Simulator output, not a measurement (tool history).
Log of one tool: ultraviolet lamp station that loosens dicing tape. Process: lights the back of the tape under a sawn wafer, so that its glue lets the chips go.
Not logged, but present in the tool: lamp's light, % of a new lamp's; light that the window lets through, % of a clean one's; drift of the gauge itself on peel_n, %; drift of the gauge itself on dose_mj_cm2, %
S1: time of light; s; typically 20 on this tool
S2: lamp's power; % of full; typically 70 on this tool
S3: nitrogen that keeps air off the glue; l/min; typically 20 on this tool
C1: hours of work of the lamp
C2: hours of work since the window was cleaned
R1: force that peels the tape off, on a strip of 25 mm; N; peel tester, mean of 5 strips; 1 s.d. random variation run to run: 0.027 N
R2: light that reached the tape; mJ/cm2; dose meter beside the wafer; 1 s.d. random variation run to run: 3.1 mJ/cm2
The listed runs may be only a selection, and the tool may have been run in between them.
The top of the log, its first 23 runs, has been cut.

run 24 hour=188.3 | S1=20 S2=70 S3=9 | C1=151 C2=203 | R1=2.336 R2=465
run 25 hour=194.6 | S1=18 S2=79 S3=33 | C1=155 C2=208 | R1=0.876 R2=466
run 26 hour=200.6 | S1=18 S2=79 S3=33 | C1=159 C2=212 | R1=0.882 R2=472
run 27 hour=207.7 | S1=28 S2=74 S3=20 | C1=164 C2=217 | R1=0.56 R2=687
run 28 hour=218.3 | S1=19 S2=70 S3=16 | C1=171 C2=224 | R1=1.692 R2=440
run 29 hour=223 | S1=20 S2=70 S3=20 | C1=175 C2=227 | R1=1.298 R2=464
run 30 hour=230.8 | S1=30 S2=100 S3=35 | C1=180 C2=233 | R1=0.128 R2=984
run 31 hour=238.6 | S1=30 S2=100 S3=35 | C1=185 C2=238 | R1=0.135 R2=976
run 32 hour=249.4 | S1=30 S2=100 S3=35 | C1=193 C2=245 | R1=0.127 R2=996
run 33 hour=258.9 | S1=28 S2=75 S3=20 | C1=199 C2=252 | R1=0.552 R2=691
run 34 hour=268.5 | S1=28 S2=75 S3=20 | C1=206 C2=259 | R1=0.536 R2=693
run 35 hour=273.5 | S1=28 S2=75 S3=20 | C1=209 C2=262 | R1=0.524 R2=697
run 36 hour=280.8 | S1=16 S2=64 S3=8 | C1=215 C2=267 | R1=3.576 R2=339
run 37 hour=289.6 | S1=20 S2=70 S3=22 | C1=221 C2=273 | R1=1.219 R2=460
run 38 hour=294.4 | S1=20 S2=70 S3=22 | C1=224 C2=276 | R1=1.234 R2=464
run 39 hour=305.6 | S1=20 S2=70 S3=22 | C1=232 C2=284 | R1=1.215 R2=463
run 40 hour=313.1 | S1=13 S2=70 S3=27 | C1=237 C2=289 | R1=2.244 R2=300
run 41 hour=318.7 | S1=16 S2=70 S3=18 | C1=241 C2=293 | R1=2.11 R2=369
run 42 hour=328.2 | S1=20 S2=77 S3=18 | C1=247 C2=300 | R1=1.228 R2=507
run 43 hour=338.2 | S1=20 S2=69 S3=11 | C1=254 C2=307 | R1=2.057 R2=456
run 44 hour=348 | S1=20 S2=67 S3=20 | C1=261 C2=313 | R1=1.527 R2=441

Predict each of these 3 candidate next runs independently; none follows another, all start after run 44:
run A hour=358.5 | S1=13 S2=70 S3=8 | C1=268 C2=321 | R1=? R2=?
run B hour=358.5 | S1=13 S2=89 S3=14 | C1=268 C2=321 | R1=? R2=?
run C hour=358.5 | S1=26 S2=78 S3=10 | C1=268 C2=321 | R1=? R2=?

run=A R1=3.971 R2=302
run=B R1=2.316 R2=378
run=C R1=1.16 R2=669
What these runs would have given with no unlogged condition in the tool:
run=A R1=3.967 R2=303
run=B R1=2.312 R2=378
run=C R1=1.157 R2=670

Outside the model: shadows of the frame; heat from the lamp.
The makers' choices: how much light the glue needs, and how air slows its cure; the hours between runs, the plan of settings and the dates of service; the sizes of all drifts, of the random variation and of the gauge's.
